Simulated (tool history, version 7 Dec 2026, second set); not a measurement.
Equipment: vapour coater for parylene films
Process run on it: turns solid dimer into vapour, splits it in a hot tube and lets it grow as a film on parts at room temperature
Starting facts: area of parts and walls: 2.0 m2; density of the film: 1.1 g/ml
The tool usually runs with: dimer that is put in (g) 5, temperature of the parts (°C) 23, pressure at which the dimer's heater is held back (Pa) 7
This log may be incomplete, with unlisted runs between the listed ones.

run,hour,dimer that is put in (g),temperature of the parts (°C),pressure at which the dimer's heater is held back (Pa),thickness of the film (um)
1,0,5,23,7,1.227
2,30.2,5,23,5.94,1.261
3,60.4,5,23,5.94,1.255
4,77.8,2,23,5.94,0.504
5,110.8,2,23,5.94,0.504
6,147.7,2,23,5.94,0.49
7,175.5,5,23,7,1.204
8,212.6,5,23,7,1.171
9,243.9,5,23,7,1.169
10,272.9,5,23,7,1.166
11,307.7,5,23,7,1.164
12,333.5,5,23,7,1.17
13,355,5,23,7,1.14
14,371.2,5,23,7,1.152
15,406.5,5,23,7,1.149
16,428.8,5,23,7,1.135
17,447.4,5,23,6,1.189
18,478.8,5,23,6,1.177
19,504.4,5,23,6,1.165
# hour 507.2: table's thermometer calibrated
20,524.7,5,23,6,1.155
21,540.4,5,23,7,1.118
22,575.7,5,23,7,1.108
23,609.6,3,23,7,0.672
# hour 616.5: table's thermometer calibrated, once more
24,641.8,3,23,7,0.679
25,672.3,2,24,7,0.443
26,694.4,2,24,7,0.434
27,712.6,2,24,7,0.421
28,748.6,3,23,7.89,0.627
29,777.1,3,23,7.89,0.629
30,797.7,7,32,7,1.328
31,829,4,32,7,0.758
32,850.4,4,17,2.19,1.22
# hour 861.3: trap's valve overhauled
33,889.4,4,17,2.19,1.386
34,916.8,4,17,2.19,1.385
35,945.9,3,23,2.94,0.873
36,971.9,3,22,2.94,0.9
37,998.4,3,16,2.94,0.98
38,1016.2,3,16,2.94,0.976
39,1043.8,5,23,2.35,1.54
40,1063.5,3,17,4.38,0.871

The next listed run, before its measurement:
41,1090.8,3,17,4.38,?

{"run 41": {"thickness of the film (um)": 0.877}}
Had the tool carried no hidden state, the very same run would have given thickness of the film (um) 0.919.

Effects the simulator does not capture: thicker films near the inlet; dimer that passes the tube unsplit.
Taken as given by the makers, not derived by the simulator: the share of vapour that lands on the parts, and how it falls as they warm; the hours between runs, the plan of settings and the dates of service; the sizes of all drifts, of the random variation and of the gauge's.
